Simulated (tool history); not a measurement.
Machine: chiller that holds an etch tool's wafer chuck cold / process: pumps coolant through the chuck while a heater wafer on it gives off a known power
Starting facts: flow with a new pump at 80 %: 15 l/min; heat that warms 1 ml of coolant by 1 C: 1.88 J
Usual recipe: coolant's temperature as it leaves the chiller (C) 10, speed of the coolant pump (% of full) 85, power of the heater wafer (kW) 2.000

run,day,coolant's temperature as it leaves the chiller (C),speed of the coolant pump (% of full),power of the heater wafer (kW),chuck's temperature once it has settled (C),how much warmer the coolant comes back (C)
1,0.000,10,85,2.000,30.6,4.03
2,2.121,10,85,2.000,30.5,3.95
3,4.400,10,83,2.000,30.8,4.05
4,6.554,10,83,2.000,31.1,4.08
5,8.517,10,83,2.000,31.0,4.05
6,11.288,3,83,2.000,23.8,4.04
7,12.958,10,85,2.000,30.6,3.89
8,14.996,10,85,2.000,30.6,3.88
9,17.550,10,85,2.000,30.5,3.93
10,19.521,10,85,2.000,30.8,3.85
11,22.100,7,85,2.000,27.6,3.83
12,24.050,7,85,2.000,27.5,3.85
13,27.167,7,85,2.000,27.7,3.81
14,29.571,7,85,2.000,27.7,3.82
15,31.750,7,85,2.000,27.7,3.80
16,34.796,7,85,2.000,27.6,3.75
17,36.921,7,60,1.430,26.0,3.78
18,40.183,7,60,1.430,26.2,3.68
19,41.879,7,60,1.430,26.3,3.78
20,44.650,16,60,1.430,35.2,3.75
21,46.492,16,61,1.430,35.0,3.63
22,49.250,15,95,1.165,26.2,1.70
23,51.329,12,85,1.958,32.1,3.53
24,53.696,5,71,1.378,21.4,2.93
25,56.188,5,71,1.609,24.1,3.41
26,59.188,18,92,1.449,32.0,2.26
27,61.538,10,85,1.101,21.5,1.74
28,64.900,8,71,1.826,29.6,3.89
# day 66.071: gauge calibrated
29,68.083,8,71,1.826,29.6,4.32
30,69.512,16,85,1.297,29.5,2.60
# day 71.900: chiller's thermometer calibrated
31,72.433,20,85,1.742,37.9,3.42
32,75.150,17,85,1.569,33.4,3.12

Forecast each of these 3 alternatives for the next run:
A,77.088,2,81,1.247,?,?
B,77.088,17,85,2.004,?,?
C,77.088,16,64,2.000,?,?

run,chuck's temperature once it has settled (C),how much warmer the coolant comes back (C)
A,15.4,2.50
B,37.8,3.92
C,41.6,5.24
With no hidden state in the tool, these same runs would have given:
run,chuck's temperature once it has settled (C),how much warmer the coolant comes back (C)
A,15.4,2.58
B,37.7,4.00
C,41.6,5.32
